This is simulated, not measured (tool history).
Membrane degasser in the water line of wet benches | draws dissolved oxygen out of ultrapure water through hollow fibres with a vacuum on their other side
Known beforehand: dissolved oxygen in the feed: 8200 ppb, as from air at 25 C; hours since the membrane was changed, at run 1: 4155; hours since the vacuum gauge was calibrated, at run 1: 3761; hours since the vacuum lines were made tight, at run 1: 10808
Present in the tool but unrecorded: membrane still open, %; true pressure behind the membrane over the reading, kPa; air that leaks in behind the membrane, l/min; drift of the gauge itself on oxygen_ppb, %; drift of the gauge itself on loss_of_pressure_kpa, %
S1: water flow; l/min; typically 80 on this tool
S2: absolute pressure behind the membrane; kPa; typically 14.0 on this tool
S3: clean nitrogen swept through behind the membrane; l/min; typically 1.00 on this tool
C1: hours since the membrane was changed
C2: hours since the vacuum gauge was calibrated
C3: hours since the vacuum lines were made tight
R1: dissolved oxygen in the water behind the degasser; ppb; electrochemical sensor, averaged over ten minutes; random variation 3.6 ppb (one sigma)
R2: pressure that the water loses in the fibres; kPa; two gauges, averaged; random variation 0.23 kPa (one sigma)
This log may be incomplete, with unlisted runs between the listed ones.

{"run": 1, "day": 0.0, "S1": 80, "S2": 14.0, "S3": 1.0, "C1": 4155, "C2": 3761, "C3": 10808, "R1": 1357.7, "R2": 58.24}
{"run": 2, "day": 3.492, "S1": 80, "S2": 14.0, "S3": 1.0, "C1": 4238, "C2": 3845, "C3": 10892, "R1": 1363.1, "R2": 58.15}
{"run": 3, "day": 8.708, "S1": 80, "S2": 14.0, "S3": 1.0, "C1": 4364, "C2": 3970, "C3": 11017, "R1": 1363.1, "R2": 58.17}
{"run": 4, "day": 13.492, "S1": 80, "S2": 14.0, "S3": 1.0, "C1": 4478, "C2": 4085, "C3": 11132, "R1": 1371.7, "R2": 57.95}
{"run": 5, "day": 18.696, "S1": 80, "S2": 14.0, "S3": 2.24, "C1": 4603, "C2": 4210, "C3": 11257, "R1": 827.3, "R2": 58.19}
{"run": 6, "day": 22.812, "S1": 66, "S2": 14.0, "S3": 1.0, "C1": 4702, "C2": 4309, "C3": 11355, "R1": 1183.3, "R2": 48.14}
{"run": 7, "day": 25.346, "S1": 80, "S2": 14.0, "S3": 1.0, "C1": 4763, "C2": 4369, "C3": 11416, "R1": 1375.1, "R2": 58.2}
{"run": 8, "day": 30.029, "S1": 80, "S2": 14.0, "S3": 1.0, "C1": 4875, "C2": 4482, "C3": 11529, "R1": 1383.0, "R2": 58.41}
{"run": 9, "day": 32.629, "S1": 80, "S2": 14.0, "S3": 1.0, "C1": 4938, "C2": 4544, "C3": 11591, "R1": 1372.3, "R2": 58.31}
{"run": 10, "day": 35.85, "S1": 80, "S2": 14.0, "S3": 1.0, "C1": 5015, "C2": 4621, "C3": 11668, "R1": 1376.4, "R2": 58.57}
{"run": 11, "day": 39.754, "S1": 80, "S2": 14.0, "S3": 1.0, "C1": 5109, "C2": 4715, "C3": 11762, "R1": 1382.4, "R2": 57.9}
{"run": 12, "day": 43.067, "S1": 80, "S2": 14.0, "S3": 1.0, "C1": 5188, "C2": 4795, "C3": 11842, "R1": 1387.4, "R2": 58.36}
{"run": 13, "day": 47.558, "S1": 80, "S2": 14.0, "S3": 1.0, "C1": 5296, "C2": 4902, "C3": 11949, "R1": 1389.0, "R2": 58.28}
{"run": 14, "day": 51.183, "S1": 80, "S2": 14.0, "S3": 0.52, "C1": 5383, "C2": 4989, "C3": 12036, "R1": 1954.7, "R2": 58.25}
{"run": 15, "day": 53.354, "S1": 80, "S2": 14.0, "S3": 0.52, "C1": 5435, "C2": 5042, "C3": 12088, "R1": 1955.1, "R2": 58.47}
{"run": 16, "day": 56.379, "S1": 80, "S2": 14.0, "S3": 0.52, "C1": 5508, "C2": 5114, "C3": 12161, "R1": 1947.8, "R2": 58.31}
{"run": 17, "day": 59.517, "S1": 80, "S2": 14.0, "S3": 0.52, "C1": 5583, "C2": 5189, "C3": 12236, "R1": 1954.9, "R2": 58.11}
{"run": 18, "day": 63.221, "S1": 109, "S2": 29.5, "S3": 0.43, "C1": 5672, "C2": 5278, "C3": 12325, "R1": 4620.4, "R2": 79.53}
{"run": 19, "day": 66.833, "S1": 109, "S2": 29.5, "S3": 0.43, "C1": 5759, "C2": 5365, "C3": 12412, "R1": 4625.8, "R2": 79.16}
{"run": 20, "day": 71.238, "S1": 117, "S2": 19.3, "S3": 2.59, "C1": 5864, "C2": 5471, "C3": 12518, "R1": 1532.1, "R2": 85.2}
{"run": 21, "day": 74.717, "S1": 117, "S2": 19.3, "S3": 2.59, "C1": 5948, "C2": 5554, "C3": 12601, "R1": 1542.0, "R2": 85.17}
{"day": 75.125, "done": "gauge calibrated"}
{"run": 22, "day": 77.471, "S1": 109, "S2": 21.5, "S3": 2.59, "C1": 6014, "C2": 5620, "C3": 12667, "R1": 1526.6, "R2": 79.4}
{"run": 23, "day": 82.338, "S1": 126, "S2": 15.6, "S3": 1.0, "C1": 6131, "C2": 5737, "C3": 12784, "R1": 2145.0, "R2": 92.25}
{"run": 24, "day": 85.933, "S1": 87, "S2": 19.4, "S3": 0.4, "C1": 6217, "C2": 5823, "C3": 12870, "R1": 3068.3, "R2": 62.95}
{"run": 25, "day": 88.983, "S1": 87, "S2": 19.4, "S3": 0.4, "C1": 6290, "C2": 5897, "C3": 12944, "R1": 3072.7, "R2": 62.71}
{"run": 26, "day": 93.696, "S1": 99, "S2": 21.5, "S3": 2.28, "C1": 6403, "C2": 6010, "C3": 13057, "R1": 1513.3, "R2": 72.2}
{"run": 27, "day": 97.175, "S1": 57, "S2": 22.5, "S3": 0.46, "C1": 6487, "C2": 6093, "C3": 13140, "R1": 2684.5, "R2": 41.33}
{"run": 28, "day": 99.967, "S1": 52, "S2": 16.5, "S3": 1.0, "C1": 6554, "C2": 6160, "C3": 13207, "R1": 1185.0, "R2": 37.77}
{"run": 29, "day": 103.367, "S1": 121, "S2": 14.0, "S3": 1.0, "C1": 6635, "C2": 6242, "C3": 13289, "R1": 1901.3, "R2": 88.42}
{"run": 30, "day": 106.442, "S1": 69, "S2": 14.0, "S3": 0.43, "C1": 6709, "C2": 6316, "C3": 13363, "R1": 1947.4, "R2": 50.53}
{"run": 31, "day": 110.696, "S1": 69, "S2": 14.0, "S3": 0.43, "C1": 6811, "C2": 6418, "C3": 13465, "R1": 1949.5, "R2": 50.0}

Measured result minus the same run's result without the hidden state. Both carry the same run-to-run variation, though not necessarily the same gauge scatter:
run=1 R1=+0.5
run=2 R1=+2.4
run=3 R1=+5.2
run=4 R1=+7.8
run=5 R1=+6.8
run=6 R1=+11.2
run=7 R1=+14.2
run=8 R1=+16.8
run=9 R1=+18.1
run=10 R1=+19.8
run=11 R1=+22.1
run=12 R1=+23.9
run=13 R1=+26.3
run=14 R1=+38.8
run=15 R1=+40.4
run=16 R1=+42.5
run=17 R1=+45.0
run=18 R1=+111.2
run=19 R1=+117.6
run=20 R1=+43.3
run=21 R1=+45.6
run=22 R1=+2.5
run=23 R1=+7.0
run=24 R1=+11.7
run=25 R1=+15.4
run=26 R1=+12.1
run=27 R1=+22.3
run=28 R1=+12.3
run=29 R1=+22.2
run=30 R1=+23.5
run=31 R1=+26.7
R2: at most 0.07 kPa away from the measurement, every run.
